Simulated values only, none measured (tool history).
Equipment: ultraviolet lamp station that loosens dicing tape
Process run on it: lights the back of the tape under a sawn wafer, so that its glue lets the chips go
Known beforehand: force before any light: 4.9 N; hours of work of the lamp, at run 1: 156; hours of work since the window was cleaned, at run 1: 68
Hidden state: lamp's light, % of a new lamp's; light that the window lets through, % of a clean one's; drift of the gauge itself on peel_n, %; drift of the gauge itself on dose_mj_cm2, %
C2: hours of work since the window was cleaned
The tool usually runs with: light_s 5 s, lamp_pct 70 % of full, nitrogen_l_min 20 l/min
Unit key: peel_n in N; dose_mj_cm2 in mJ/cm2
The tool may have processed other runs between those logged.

run 1 hour=0 | light_s=5 lamp_pct=70 nitrogen_l_min=20 | hours_of_work_of_the_lamp=156 C2=68 | peel_n=0.828 dose_mj_cm2=244
run 2 hour=9.1 | light_s=5 lamp_pct=70 nitrogen_l_min=20 | hours_of_work_of_the_lamp=162 C2=73 | peel_n=0.807 dose_mj_cm2=239
run 3 hour=17.1 | light_s=5 lamp_pct=70 nitrogen_l_min=17 | hours_of_work_of_the_lamp=167 C2=78 | peel_n=0.885 dose_mj_cm2=239
run 4 hour=23.9 | light_s=5 lamp_pct=70 nitrogen_l_min=20 | hours_of_work_of_the_lamp=171 C2=83 | peel_n=0.842 dose_mj_cm2=242
run 5 hour=33.8 | light_s=5 lamp_pct=62 nitrogen_l_min=20 | hours_of_work_of_the_lamp=178 C2=89 | peel_n=1.004 dose_mj_cm2=215
run 6 hour=38.3 | light_s=5 lamp_pct=62 nitrogen_l_min=20 | hours_of_work_of_the_lamp=180 C2=92 | peel_n=1.001 dose_mj_cm2=210
run 7 hour=45.6 | light_s=5 lamp_pct=70 nitrogen_l_min=20 | hours_of_work_of_the_lamp=185 C2=96 | peel_n=0.82 dose_mj_cm2=239
run 8 hour=49.9 | light_s=5 lamp_pct=70 nitrogen_l_min=20 | hours_of_work_of_the_lamp=188 C2=99 | peel_n=0.844 dose_mj_cm2=237
run 9 hour=59.8 | light_s=5 lamp_pct=70 nitrogen_l_min=20 | hours_of_work_of_the_lamp=194 C2=106 | peel_n=0.865 dose_mj_cm2=241
run 10 hour=66.8 | light_s=5 lamp_pct=74 nitrogen_l_min=20 | hours_of_work_of_the_lamp=199 C2=110 | peel_n=0.752 dose_mj_cm2=251
run 11 hour=73.7 | light_s=5 lamp_pct=74 nitrogen_l_min=20 | hours_of_work_of_the_lamp=203 C2=114 | peel_n=0.767 dose_mj_cm2=248
run 12 hour=83.7 | light_s=3 lamp_pct=74 nitrogen_l_min=20 | hours_of_work_of_the_lamp=209 C2=121 | peel_n=1.524 dose_mj_cm2=149
run 13 hour=91.5 | light_s=3 lamp_pct=74 nitrogen_l_min=20 | hours_of_work_of_the_lamp=214 C2=126 | peel_n=1.554 dose_mj_cm2=146
run 14 hour=99.8 | light_s=3 lamp_pct=74 nitrogen_l_min=20 | hours_of_work_of_the_lamp=219 C2=131 | peel_n=1.603 dose_mj_cm2=153
run 15 hour=106.7 | light_s=3 lamp_pct=74 nitrogen_l_min=20 | hours_of_work_of_the_lamp=224 C2=135 | peel_n=1.561 dose_mj_cm2=149
run 16 hour=115.9 | light_s=3 lamp_pct=74 nitrogen_l_min=20 | hours_of_work_of_the_lamp=230 C2=141 | peel_n=1.61 dose_mj_cm2=148
run 17 hour=124.8 | light_s=3 lamp_pct=74 nitrogen_l_min=40 | hours_of_work_of_the_lamp=235 C2=147 | peel_n=1.207 dose_mj_cm2=149
run 18 hour=130.3 | light_s=3 lamp_pct=74 nitrogen_l_min=40 | hours_of_work_of_the_lamp=239 C2=150 | peel_n=1.201 dose_mj_cm2=147
run 19 hour=139.5 | light_s=3 lamp_pct=74 nitrogen_l_min=40 | hours_of_work_of_the_lamp=245 C2=156 | peel_n=1.218 dose_mj_cm2=146
run 20 hour=146.8 | light_s=5 lamp_pct=99 nitrogen_l_min=8 | hours_of_work_of_the_lamp=249 C2=161 | peel_n=0.928 dose_mj_cm2=330
run 21 hour=155.8 | light_s=3 lamp_pct=70 nitrogen_l_min=21 | hours_of_work_of_the_lamp=255 C2=166 | peel_n=1.677 dose_mj_cm2=139
run 22 hour=163.8 | light_s=8 lamp_pct=70 nitrogen_l_min=21 | hours_of_work_of_the_lamp=260 C2=171 | peel_n=0.422 dose_mj_cm2=363
run 23 hour=170.2 | light_s=3 lamp_pct=77 nitrogen_l_min=30 | hours_of_work_of_the_lamp=264 C2=176 | peel_n=1.302 dose_mj_cm2=153
run 24 hour=176 | light_s=3 lamp_pct=77 nitrogen_l_min=30 | hours_of_work_of_the_lamp=268 C2=179 | peel_n=1.276 dose_mj_cm2=150
run 25 hour=180.1 | light_s=7 lamp_pct=91 nitrogen_l_min=14 | hours_of_work_of_the_lamp=270 C2=182 | peel_n=0.454 dose_mj_cm2=416
run 26 hour=188.8 | light_s=7 lamp_pct=91 nitrogen_l_min=14 | hours_of_work_of_the_lamp=276 C2=187 | peel_n=0.429 dose_mj_cm2=409
run 27 hour=197.3 | light_s=3 lamp_pct=91 nitrogen_l_min=32 | hours_of_work_of_the_lamp=281 C2=193 | peel_n=1.016 dose_mj_cm2=177
run 28 hour=206.7 | light_s=4 lamp_pct=65 nitrogen_l_min=10 | hours_of_work_of_the_lamp=287 C2=199 | peel_n=1.759 dose_mj_cm2=167

Below are 5 alternative next runs, each starting from the tool's condition after run 28. Predict each:
run A hour=214.8 | light_s=7 lamp_pct=60 nitrogen_l_min=7 | hours_of_work_of_the_lamp=292 C2=204 | peel_n=? dose_mj_cm2=?
run B hour=214.8 | light_s=3 lamp_pct=70 nitrogen_l_min=34 | hours_of_work_of_the_lamp=292 C2=204 | peel_n=? dose_mj_cm2=?
run C hour=214.8 | light_s=4 lamp_pct=65 nitrogen_l_min=10 | hours_of_work_of_the_lamp=292 C2=204 | peel_n=? dose_mj_cm2=?
run D hour=214.8 | light_s=6 lamp_pct=70 nitrogen_l_min=20 | hours_of_work_of_the_lamp=292 C2=204 | peel_n=? dose_mj_cm2=?
run E hour=214.8 | light_s=5 lamp_pct=86 nitrogen_l_min=22 | hours_of_work_of_the_lamp=292 C2=204 | peel_n=? dose_mj_cm2=?

run=A peel_n=1.218 dose_mj_cm2=268
run=B peel_n=1.396 dose_mj_cm2=138
run=C peel_n=1.78 dose_mj_cm2=165
run=D peel_n=0.699 dose_mj_cm2=270
run=E peel_n=0.63 dose_mj_cm2=279
Stripped of hidden state, with their random variation kept, the same runs would have yielded:
run=A peel_n=1.001 dose_mj_cm2=310
run=B peel_n=1.168 dose_mj_cm2=159
run=C peel_n=1.532 dose_mj_cm2=191
run=D peel_n=0.555 dose_mj_cm2=312
run=E peel_n=0.5 dose_mj_cm2=323
